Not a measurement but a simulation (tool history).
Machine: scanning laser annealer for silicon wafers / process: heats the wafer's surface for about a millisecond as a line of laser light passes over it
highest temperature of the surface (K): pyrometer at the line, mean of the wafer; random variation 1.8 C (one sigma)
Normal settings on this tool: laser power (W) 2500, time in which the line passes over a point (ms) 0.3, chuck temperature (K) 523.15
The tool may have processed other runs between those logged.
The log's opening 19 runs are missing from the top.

run	hour	laser power (W)	time in which the line passes over a point (ms)	chuck temperature (K)	hours of work since the window was cleaned	hours of work since the power meter was calibrated	hours of work since the optics were aligned	highest temperature of the surface (K)
20	210.5	2500	0.3	523.15	631	631	246	1269.15
21	222.8	2500	0.3	523.15	640	640	256	1273.15
22	233.3	2179	0.327	553.15	649	649	264	1206.15
23	244.7	2179	0.327	553.15	658	658	273	1207.15
24	260.9	2686	0.329	517.15	670	670	286	1368.15
25	277	2686	0.329	517.15	683	683	298	1364.15
26	284.1	2637	0.351	530.15	688	688	304	1383.15
27	293.6	2527	0.336	523.15	696	696	311	1318.15

Run 28 comes next. What will it give?
28	307.7	2313	0.3	496.15	707	707	322	?

Run 28 came out at highest temperature of the surface (K) 1176.15.
With no hidden state in the tool, this same run would have given highest temperature of the surface (K) 1177.15.
